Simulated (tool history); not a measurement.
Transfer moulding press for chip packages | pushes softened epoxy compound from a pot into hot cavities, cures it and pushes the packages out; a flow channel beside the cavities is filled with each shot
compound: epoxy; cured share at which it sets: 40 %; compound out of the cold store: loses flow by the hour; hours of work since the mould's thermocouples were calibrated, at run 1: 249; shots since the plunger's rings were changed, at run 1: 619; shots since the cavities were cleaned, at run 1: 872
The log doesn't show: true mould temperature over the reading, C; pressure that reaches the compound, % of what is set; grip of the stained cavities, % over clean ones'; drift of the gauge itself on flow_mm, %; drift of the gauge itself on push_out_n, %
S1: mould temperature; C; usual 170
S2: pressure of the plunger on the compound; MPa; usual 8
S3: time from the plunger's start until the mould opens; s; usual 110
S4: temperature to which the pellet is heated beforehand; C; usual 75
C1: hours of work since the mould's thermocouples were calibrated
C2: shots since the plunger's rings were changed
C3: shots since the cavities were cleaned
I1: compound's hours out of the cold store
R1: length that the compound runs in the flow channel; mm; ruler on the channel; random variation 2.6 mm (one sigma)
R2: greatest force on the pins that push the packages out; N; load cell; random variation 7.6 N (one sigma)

| run | hour | S1 | S2 | S3 | S4 | C1 | C2 | C3 | I1 | R1 | R2 |
|---|---|---|---|---|---|---|---|---|---|---|---|
| 1 | 0 | 170 | 8 | 110 | 75 | 249 | 619 | 872 | 15 | 533 | 331 |
| 2 | 9.6 | 170 | 8 | 110 | 75 | 256 | 734 | 987 | 34.5 | 506 | 327 |
|  | 13.9 | cavities cleaned with cleaning compound and waxed |
| 3 | 18.5 | 170 | 8 | 110 | 75 | 261 | 822 | 55 | 39.5 | 501 | 325 |
| 4 | 25.3 | 170 | 8 | 110 | 82 | 265 | 903 | 136 | 46.4 | 493 | 322 |
| 5 | 35.9 | 170 | 8 | 110 | 75 | 273 | 1030 | 263 | 15.6 | 536 | 330 |
| 6 | 50 | 170 | 8 | 110 | 75 | 282 | 1198 | 431 | 47.3 | 500 | 331 |
| 7 | 58.2 | 170 | 8 | 110 | 75 | 288 | 1295 | 528 | 45.8 | 499 | 321 |
| 8 | 69.8 | 170 | 8 | 110 | 75 | 296 | 1433 | 666 | 10.5 | 543 | 331 |
| 9 | 79.3 | 170 | 8 | 110 | 75 | 302 | 1547 | 780 | 21.9 | 526 | 327 |

Run 10 comes next. What will it give?
| 10 | 85.9 | 170 | 8 | 110 | 75 | 307 | 1625 | 858 | 19.2 | ? | ? |

R1: 532 mm
R2: 325 N
Without the tool's hidden state the same run would have given R1 532 mm, R2 321 N.
